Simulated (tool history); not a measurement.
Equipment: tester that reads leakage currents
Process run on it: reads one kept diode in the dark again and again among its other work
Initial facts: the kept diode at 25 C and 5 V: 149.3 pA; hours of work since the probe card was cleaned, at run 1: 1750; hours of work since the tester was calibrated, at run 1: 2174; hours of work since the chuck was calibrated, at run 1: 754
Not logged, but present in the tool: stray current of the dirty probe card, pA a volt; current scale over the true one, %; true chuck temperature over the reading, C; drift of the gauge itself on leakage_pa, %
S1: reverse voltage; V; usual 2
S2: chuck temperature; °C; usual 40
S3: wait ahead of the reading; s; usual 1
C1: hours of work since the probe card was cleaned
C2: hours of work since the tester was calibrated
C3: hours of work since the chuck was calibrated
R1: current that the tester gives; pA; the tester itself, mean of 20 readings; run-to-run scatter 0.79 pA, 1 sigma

{"run": 1, "hour": 0.0, "S1": 2, "S2": 40, "S3": 1, "C1": 1750, "C2": 2174, "C3": 754, "R1": 248.29}
{"run": 2, "hour": 100.3, "S1": 2, "S2": 37, "S3": 1, "C1": 1798, "C2": 2222, "C3": 803, "R1": 201.79}
{"run": 3, "hour": 229.8, "S1": 2, "S2": 40, "S3": 1.39, "C1": 1861, "C2": 2284, "C3": 865, "R1": 246.54}
{"run": 4, "hour": 380.3, "S1": 2, "S2": 40, "S3": 1.39, "C1": 1933, "C2": 2357, "C3": 937, "R1": 245.3}
{"run": 5, "hour": 510.7, "S1": 2, "S2": 40, "S3": 1.39, "C1": 1995, "C2": 2419, "C3": 999, "R1": 243.67}
{"hour": 526.4, "done": "chuck's temperature calibrated"}
{"run": 6, "hour": 605.5, "S1": 2, "S2": 40, "S3": 1.39, "C1": 2040, "C2": 2464, "C3": 38, "R1": 264.7}
{"run": 7, "hour": 816.5, "S1": 2, "S2": 40, "S3": 1.39, "C1": 2141, "C2": 2565, "C3": 139, "R1": 261.27}
{"run": 8, "hour": 939.4, "S1": 2, "S2": 40, "S3": 5.16, "C1": 2200, "C2": 2624, "C3": 198, "R1": 260.77}
{"run": 9, "hour": 1037.1, "S1": 2, "S2": 40, "S3": 8.06, "C1": 2247, "C2": 2671, "C3": 245, "R1": 259.24}
{"run": 10, "hour": 1250.3, "S1": 2, "S2": 40, "S3": 8.06, "C1": 2349, "C2": 2773, "C3": 347, "R1": 255.56}
{"run": 11, "hour": 1353.0, "S1": 2, "S2": 40, "S3": 1.22, "C1": 2399, "C2": 2822, "C3": 397, "R1": 255.15}
{"run": 12, "hour": 1475.2, "S1": 2, "S2": 40, "S3": 1.22, "C1": 2457, "C2": 2881, "C3": 455, "R1": 254.91}
{"run": 13, "hour": 1615.7, "S1": 2, "S2": 40, "S3": 1.22, "C1": 2525, "C2": 2948, "C3": 523, "R1": 254.74}
{"run": 14, "hour": 1804.0, "S1": 2, "S2": 32, "S3": 1.22, "C1": 2615, "C2": 3039, "C3": 613, "R1": 144.51}
{"hour": 1835.2, "done": "tester calibrated"}
{"run": 15, "hour": 2013.7, "S1": 2, "S2": 32, "S3": 1.22, "C1": 2715, "C2": 86, "C3": 713, "R1": 143.88}
{"run": 16, "hour": 2188.3, "S1": 2, "S2": 32, "S3": 1.22, "C1": 2798, "C2": 169, "C3": 796, "R1": 143.09}
{"run": 17, "hour": 2338.7, "S1": 2, "S2": 32, "S3": 1.22, "C1": 2871, "C2": 242, "C3": 869, "R1": 143.02}
{"run": 18, "hour": 2526.2, "S1": 2, "S2": 32, "S3": 1.22, "C1": 2960, "C2": 332, "C3": 959, "R1": 140.83}
{"hour": 2636.2, "done": "chuck's temperature calibrated"}
{"run": 19, "hour": 2715.3, "S1": 2, "S2": 32, "S3": 1.22, "C1": 3050, "C2": 421, "C3": 38, "R1": 153.14}
{"run": 20, "hour": 2807.1, "S1": 2, "S2": 32, "S3": 1.22, "C1": 3094, "C2": 465, "C3": 82, "R1": 151.83}
{"run": 21, "hour": 2990.1, "S1": 8.49, "S2": 57, "S3": 3.21, "C1": 3182, "C2": 553, "C3": 170, "R1": 1745.28}
{"run": 22, "hour": 3155.7, "S1": 15.03, "S2": 21, "S3": 1, "C1": 3262, "C2": 633, "C3": 249, "R1": 215.45}
{"run": 23, "hour": 3322.1, "S1": 6.02, "S2": 26, "S3": 4.85, "C1": 3341, "C2": 712, "C3": 329, "R1": 179.04}
{"hour": 3385.2, "done": "probe card cleaned and baked"}
{"run": 24, "hour": 3441.0, "S1": 9.56, "S2": 40, "S3": 1, "C1": 27, "C2": 768, "C3": 385, "R1": 612.42}
{"run": 25, "hour": 3533.3, "S1": 9.56, "S2": 40, "S3": 1, "C1": 71, "C2": 812, "C3": 429, "R1": 612.19}
{"run": 26, "hour": 3714.4, "S1": 2, "S2": 23, "S3": 8.24, "C1": 158, "C2": 899, "C3": 516, "R1": 74.23}
{"run": 27, "hour": 3808.6, "S1": 7.77, "S2": 43, "S3": 3.12, "C1": 203, "C2": 944, "C3": 561, "R1": 653.36}
{"run": 28, "hour": 3909.1, "S1": 3.53, "S2": 43, "S3": 1.27, "C1": 251, "C2": 993, "C3": 609, "R1": 423.13}
{"run": 29, "hour": 4107.4, "S1": 2, "S2": 40, "S3": 0.96, "C1": 347, "C2": 1088, "C3": 704, "R1": 247.81}
{"run": 30, "hour": 4310.9, "S1": 2.24, "S2": 57, "S3": 0.37, "C1": 444, "C2": 1185, "C3": 802, "R1": 788.57}
{"run": 31, "hour": 4479.8, "S1": 2.24, "S2": 57, "S3": 0.37, "C1": 525, "C2": 1267, "C3": 883, "R1": 784.88}
{"run": 32, "hour": 4624.8, "S1": 3.1, "S2": 27, "S3": 1, "C1": 595, "C2": 1336, "C3": 953, "R1": 123.11}
{"hour": 4732.5, "done": "chuck's temperature calibrated"}
{"run": 33, "hour": 4821.1, "S1": 3.1, "S2": 27, "S3": 1, "C1": 688, "C2": 1429, "C3": 42, "R1": 132.16}
{"run": 34, "hour": 4957.0, "S1": 3.1, "S2": 27, "S3": 1, "C1": 753, "C2": 1495, "C3": 108, "R1": 130.54}
{"run": 35, "hour": 5079.8, "S1": 3.66, "S2": 27, "S3": 0.4, "C1": 812, "C2": 1553, "C3": 167, "R1": 144.77}
{"run": 36, "hour": 5287.2, "S1": 13.71, "S2": 42, "S3": 1.51, "C1": 912, "C2": 1653, "C3": 266, "R1": 846}
{"run": 37, "hour": 5394.4, "S1": 3.14, "S2": 26, "S3": 1, "C1": 963, "C2": 1704, "C3": 318, "R1": 120.37}
{"run": 38, "hour": 5496.0, "S1": 5.13, "S2": 26, "S3": 2.11, "C1": 1012, "C2": 1753, "C3": 366, "R1": 156.29}
{"run": 39, "hour": 5645.9, "S1": 5.13, "S2": 26, "S3": 7.24, "C1": 1084, "C2": 1825, "C3": 438, "R1": 155.77}
{"run": 40, "hour": 5860.1, "S1": 1.49, "S2": 26, "S3": 1.94, "C1": 1187, "C2": 1928, "C3": 541, "R1": 77.14}

For each entry between runs, how does the tool's hidden state at the last listed run before it compare with that at the first listed run after it?
Run 5 -> run 6: chuck's temperature calibrated (hour 526.4)
  stray current of the dirty probe card, pA a volt: 0.376 -> 0.384; current scale over the true one, %: -0.69 -> -0.71; true chuck temperature over the reading, C: -1.07 -> 0.19
  difference, measured minus the result without the unlogged condition, R1: -19.55 -> +2.2 pA
Run 14 -> run 15: tester calibrated (hour 1835.2)
  stray current of the dirty probe card, pA a volt: 0.49 -> 0.509; current scale over the true one, %: -0.94 -> 0.08; true chuck temperature over the reading, C: -0.56 -> -0.69
  difference, measured minus the result without the unlogged condition, R1: -6.35 -> -6.18 pA
Run 18 -> run 19: chuck's temperature calibrated (hour 2636.2)
  stray current of the dirty probe card, pA a volt: 0.554 -> 0.569; current scale over the true one, %: -0.02 -> -0.06; true chuck temperature over the reading, C: -1.03 -> 0.13
  difference, measured minus the result without the unlogged condition, R1: -9.61 -> +2.43 pA
Run 23 -> run 24: probe card cleaned and baked (hour 3385.2)
  stray current of the dirty probe card, pA a volt: 0.626 -> 0.031; current scale over the true one, %: -0.17 -> -0.19; true chuck temperature over the reading, C: -0.25 -> -0.32
  difference, measured minus the result without the unlogged condition, R1: +0.01 -> -14.65 pA
Run 32 -> run 33: chuck's temperature calibrated (hour 4732.5)
  stray current of the dirty probe card, pA a volt: 0.137 -> 0.153; current scale over the true one, %: -0.41 -> -0.44; true chuck temperature over the reading, C: -1.1 -> -0.21
  difference, measured minus the result without the unlogged condition, R1: -10.5 -> -2.19 pA
